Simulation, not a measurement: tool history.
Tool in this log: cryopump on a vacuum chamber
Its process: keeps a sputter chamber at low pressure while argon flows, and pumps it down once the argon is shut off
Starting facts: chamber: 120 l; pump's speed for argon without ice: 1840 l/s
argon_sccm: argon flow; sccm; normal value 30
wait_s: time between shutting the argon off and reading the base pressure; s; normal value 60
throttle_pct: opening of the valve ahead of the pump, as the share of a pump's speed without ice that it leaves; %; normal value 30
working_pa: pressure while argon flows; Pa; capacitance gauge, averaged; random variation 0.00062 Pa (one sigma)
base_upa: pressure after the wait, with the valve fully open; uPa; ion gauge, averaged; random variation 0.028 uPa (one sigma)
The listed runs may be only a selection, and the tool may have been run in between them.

{"run": 1, "hour": 0.0, "argon_sccm": 30, "wait_s": 60, "throttle_pct": 30, "working_pa": 0.0987, "base_upa": 1.77}
{"run": 2, "hour": 69.7, "argon_sccm": 30, "wait_s": 60, "throttle_pct": 30, "working_pa": 0.0986, "base_upa": 1.79}
{"run": 3, "hour": 155.2, "argon_sccm": 30, "wait_s": 60, "throttle_pct": 30, "working_pa": 0.1006, "base_upa": 1.82}
{"run": 4, "hour": 215.5, "argon_sccm": 30, "wait_s": 60, "throttle_pct": 30, "working_pa": 0.1026, "base_upa": 1.8}
{"hour": 269.1, "done": "pump warmed up, emptied and cooled again"}
{"run": 5, "hour": 282.2, "argon_sccm": 30, "wait_s": 42, "throttle_pct": 30, "working_pa": 0.0915, "base_upa": 2.16}
{"run": 6, "hour": 403.7, "argon_sccm": 30, "wait_s": 42, "throttle_pct": 30, "working_pa": 0.0945, "base_upa": 2.19}
{"run": 7, "hour": 495.7, "argon_sccm": 30, "wait_s": 42, "throttle_pct": 30, "working_pa": 0.0942, "base_upa": 2.26}
{"run": 8, "hour": 553.7, "argon_sccm": 30, "wait_s": 60, "throttle_pct": 30, "working_pa": 0.0952, "base_upa": 1.77}
{"run": 9, "hour": 635.0, "argon_sccm": 30, "wait_s": 60, "throttle_pct": 30, "working_pa": 0.0965, "base_upa": 1.78}
{"run": 10, "hour": 754.4, "argon_sccm": 43, "wait_s": 106, "throttle_pct": 30, "working_pa": 0.1403, "base_upa": 1.37}
{"run": 11, "hour": 810.3, "argon_sccm": 17, "wait_s": 53, "throttle_pct": 20, "working_pa": 0.0823, "base_upa": 2.08}
{"run": 12, "hour": 929.0, "argon_sccm": 17, "wait_s": 53, "throttle_pct": 20, "working_pa": 0.0837, "base_upa": 2.08}
{"hour": 997.3, "done": "pump warmed up, emptied and cooled again"}
{"run": 13, "hour": 1015.4, "argon_sccm": 30, "wait_s": 41, "throttle_pct": 30, "working_pa": 0.0916, "base_upa": 2.3}
{"run": 14, "hour": 1107.4, "argon_sccm": 25, "wait_s": 41, "throttle_pct": 30, "working_pa": 0.0779, "base_upa": 2.35}
{"run": 15, "hour": 1159.5, "argon_sccm": 37, "wait_s": 104, "throttle_pct": 56, "working_pa": 0.063, "base_upa": 1.29}
{"run": 16, "hour": 1248.2, "argon_sccm": 46, "wait_s": 170, "throttle_pct": 24, "working_pa": 0.1814, "base_upa": 1.02}
{"run": 17, "hour": 1343.2, "argon_sccm": 30, "wait_s": 40, "throttle_pct": 30, "working_pa": 0.0965, "base_upa": 2.43}

For some of the steps in working_pa from one run to the next: how much would appear even if the tool had no hidden state, given the settings, what came in and random variation, and how much remains for the hidden state plus any gauge scatter that the measured result and the result without hidden state don't share?
Hidden state at play: pump's speed, % of a pump's without ice; cold plate's temperature, K; leak into the chamber, uPa l/s; drift of the gauge itself on working_pa, %; drift of the gauge itself on base_upa, %.
Run 4 -> 5: wait_s 60 -> 42, pump warmed up, emptied and cooled again. working_pa -0.0111 Pa: hidden state -0.0095, all else -0.0016.
Run 15 -> 16: argon_sccm 37 -> 46, wait_s 104 -> 170, throttle_pct 56 -> 24. working_pa +0.1184 Pa: hidden state +0.0024, all else +0.116.
